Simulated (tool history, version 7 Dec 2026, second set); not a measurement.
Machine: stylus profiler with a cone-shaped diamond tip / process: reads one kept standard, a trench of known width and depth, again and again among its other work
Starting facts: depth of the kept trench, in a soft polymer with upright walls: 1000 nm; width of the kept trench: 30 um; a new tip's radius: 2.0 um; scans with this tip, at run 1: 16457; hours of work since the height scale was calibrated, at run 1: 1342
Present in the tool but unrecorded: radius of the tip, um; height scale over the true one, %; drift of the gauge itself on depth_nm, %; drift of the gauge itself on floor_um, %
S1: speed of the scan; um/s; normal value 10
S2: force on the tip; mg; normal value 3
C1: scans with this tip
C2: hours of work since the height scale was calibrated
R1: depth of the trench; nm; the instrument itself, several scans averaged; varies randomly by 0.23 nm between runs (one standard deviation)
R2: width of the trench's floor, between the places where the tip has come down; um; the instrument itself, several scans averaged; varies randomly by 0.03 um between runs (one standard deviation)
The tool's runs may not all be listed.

run	hour	S1	S2	C1	C2	R1	R2
1	0	10	3	16457	1342	1019.07	25.33
2	54.3	10	3	16825	1372	1019.28	25.31
3	92.3	10	3	17083	1393	1019.62	25.31
4	140.6	6	3	17410	1420	1019.63	25.24
5	211.2	6	3	17888	1459	1020.11	25.21
# hour 236.9: height scale calibrated on a step standard
6	281.2	6	3	18359	24	1022.64	25.22
7	347.2	19	3	18807	61	1022.95	25.2
# hour 352.4: height scale calibrated on a step standard, once more
8	380.3	19	3	19027	15	1012.78	25.17
9	458.8	19	3	19560	59	1013.18	25.12
10	532.1	19	2.75	20057	99	1012.78	25.11
11	601.2	10	5.33	20525	138	1019.79	25.12
12	660.4	10	5.33	20926	170	1019.84	25.07
13	733	39	1.32	21418	210	1008.17	24.92
14	774	4	1.25	21696	233	1007.95	25.03
15	847.5	4	1.25	22194	274	1008.17	25.03
16	886.2	17	2.37	22457	295	1012.43	24.91
17	962.3	10	5.94	22972	337	1022.23	24.92
18	1012	12	3	23309	365	1014.42	24.93
19	1064	3	3.58	23662	393	1016.44	24.96
20	1141.4	33	6.29	24186	436	1023.63	24.86
21	1208.5	3	7.47	24641	473	1025.92	24.85
22	1243.9	15	1.75	24881	493	1011.51	24.79
23	1320.2	2	2.29	25398	535	1012.95	24.83
24	1372.6	2	2.29	25753	564	1013.09	24.76

Forecast each of these 3 alternatives for the next run:
A	1407.7	9	3.23	25991	583	?	?
B	1407.7	10	1.46	25991	583	?	?
C	1407.7	3	1.16	25991	583	?	?

run	R1	R2
A	1016.19	24.76
B	1010.68	24.78
C	1009.31	24.77
Stripped of hidden state, with their random variation kept, the same runs would have yielded:
run	R1	R2
A	1013.64	26.52
B	1008.15	26.54
C	1006.78	26.53
